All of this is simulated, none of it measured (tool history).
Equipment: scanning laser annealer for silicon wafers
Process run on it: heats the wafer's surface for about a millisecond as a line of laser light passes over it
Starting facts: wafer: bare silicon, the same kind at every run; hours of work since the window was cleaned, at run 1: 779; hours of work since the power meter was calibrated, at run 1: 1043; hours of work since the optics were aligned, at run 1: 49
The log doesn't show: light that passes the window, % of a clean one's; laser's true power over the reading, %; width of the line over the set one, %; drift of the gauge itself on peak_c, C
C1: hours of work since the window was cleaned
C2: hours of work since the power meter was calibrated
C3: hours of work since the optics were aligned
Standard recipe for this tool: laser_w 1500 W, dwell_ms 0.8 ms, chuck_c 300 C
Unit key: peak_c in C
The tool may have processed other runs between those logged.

run 1 hour=0 | laser_w=1500 dwell_ms=0.8 chuck_c=300 | C1=779 C2=1043 C3=49 | peak_c=1065
run 2 hour=28.4 | laser_w=1500 dwell_ms=0.882 chuck_c=300 | C1=801 C2=1064 C3=70 | peak_c=1100
run 3 hour=65.5 | laser_w=1500 dwell_ms=0.8 chuck_c=300 | C1=829 C2=1092 C3=98 | peak_c=1066
run 4 hour=106.4 | laser_w=1500 dwell_ms=0.8 chuck_c=300 | C1=860 C2=1123 C3=129 | peak_c=1065
run 5 hour=132.3 | laser_w=1500 dwell_ms=0.8 chuck_c=300 | C1=879 C2=1143 C3=149 | peak_c=1062
run 6 hour=150.9 | laser_w=1372 dwell_ms=0.8 chuck_c=300 | C1=893 C2=1157 C3=163 | peak_c=994
-- hour=158.6 optics aligned, line set to its width
-- hour=177.8 window over the wafer cleaned
run 7 hour=194.8 | laser_w=1372 dwell_ms=0.8 chuck_c=300 | C1=13 C2=1185 C3=26 | peak_c=1013
run 8 hour=214 | laser_w=1372 dwell_ms=0.8 chuck_c=300 | C1=27 C2=1199 C3=40 | peak_c=1011
-- hour=246.1 optics aligned, line set to its width, once more
run 9 hour=250.6 | laser_w=1372 dwell_ms=0.8 chuck_c=301 | C1=51 C2=1223 C3=3 | peak_c=1019
run 10 hour=273.5 | laser_w=1500 dwell_ms=0.614 chuck_c=300 | C1=69 C2=1240 C3=21 | peak_c=999
run 11 hour=293.3 | laser_w=1629 dwell_ms=0.76 chuck_c=261 | C1=84 C2=1255 C3=36 | peak_c=1098
run 12 hour=312.9 | laser_w=1275 dwell_ms=0.83 chuck_c=306 | C1=98 C2=1270 C3=50 | peak_c=983
run 13 hour=347.4 | laser_w=1501 dwell_ms=0.83 chuck_c=306 | C1=124 C2=1296 C3=77 | peak_c=1102
run 14 hour=383.5 | laser_w=1501 dwell_ms=0.796 chuck_c=267 | C1=152 C2=1323 C3=104 | peak_c=1048
run 15 hour=423.7 | laser_w=1538 dwell_ms=0.868 chuck_c=300 | C1=182 C2=1354 C3=134 | peak_c=1132
run 16 hour=454.3 | laser_w=1422 dwell_ms=0.8 chuck_c=284 | C1=205 C2=1377 C3=157 | peak_c=1024
run 17 hour=491.1 | laser_w=1305 dwell_ms=0.562 chuck_c=299 | C1=233 C2=1405 C3=185 | peak_c=879
run 18 hour=527.7 | laser_w=1525 dwell_ms=0.715 chuck_c=300 | C1=261 C2=1432 C3=213 | peak_c=1053
run 19 hour=565.5 | laser_w=1506 dwell_ms=0.576 chuck_c=300 | C1=289 C2=1461 C3=241 | peak_c=975

Some steps in peak_c between neighbouring runs. How much of each would the tool show without its hidden state too (settings, what came in, random variation), and how much is left for the hidden state, with any gauge scatter that isn't in both results?
Run 6 -> 7: optics aligned, line set to its width, window over the wafer cleaned. peak_c +19 C: hidden state +18, all else +1.
Run 17 -> 18: laser_w 1305 -> 1525, dwell_ms 0.562 -> 0.715, chuck_c 299 -> 300. peak_c +174 C: hidden state -4, all else +178.
